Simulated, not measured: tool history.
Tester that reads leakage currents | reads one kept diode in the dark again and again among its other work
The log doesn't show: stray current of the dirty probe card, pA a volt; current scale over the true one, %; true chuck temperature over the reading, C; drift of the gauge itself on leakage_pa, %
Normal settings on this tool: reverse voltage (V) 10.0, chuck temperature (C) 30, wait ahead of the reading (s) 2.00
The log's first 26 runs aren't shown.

| run | day | reverse voltage (V) | chuck temperature (C) | wait ahead of the reading (s) | hours of work since the probe card was cleaned | hours of work since the tester was calibrated | hours of work since the chuck was calibrated | current that the tester gives (pA) |
|---|---|---|---|---|---|---|---|---|
| 27 | 47.608 | 4.4 | 20 | 0.96 | 65 | 1234 | 749 | 60.41 |
| 28 | 49.396 | 16.1 | 30 | 2.00 | 99 | 1267 | 783 | 330.83 |
| 29 | 51.888 | 16.1 | 30 | 2.00 | 146 | 1314 | 829 | 335.10 |
| 30 | 53.675 | 16.1 | 25 | 2.00 | 179 | 1348 | 863 | 212.57 |
| 31 | 54.912 | 2.3 | 58 | 0.84 | 202 | 1371 | 886 | 1177.63 |
| 32 | 56.204 | 12.4 | 30 | 9.01 | 227 | 1395 | 911 | 291.88 |
| 33 | 58.738 | 16.7 | 20 | 4.08 | 274 | 1443 | 958 | 138.69 |
| 34 | 60.204 | 16.7 | 20 | 4.08 | 302 | 1471 | 986 | 140.00 |
| 35 | 62.050 | 18.7 | 54 | 2.00 | 337 | 1505 | 1020 | 2921.67 |
| 36 | 64.325 | 14.1 | 30 | 0.46 | 379 | 1548 | 1063 | 327.97 |
| 37 | 66.038 | 10.9 | 28 | 0.33 | 412 | 1580 | 1095 | 237.05 |
| 38 | 67.562 | 3.9 | 52 | 0.34 | 440 | 1609 | 1124 | 1017.86 |

Predict the results of run 39:
| 39 | 68.675 | 17.5 | 25 | 5.82 | 461 | 1630 | 1145 | ? |

current that the tester gives (pA): 237.90
With the hidden condition absent and the run-to-run variation left alone, this run would have shown current that the tester gives (pA) 198.81.

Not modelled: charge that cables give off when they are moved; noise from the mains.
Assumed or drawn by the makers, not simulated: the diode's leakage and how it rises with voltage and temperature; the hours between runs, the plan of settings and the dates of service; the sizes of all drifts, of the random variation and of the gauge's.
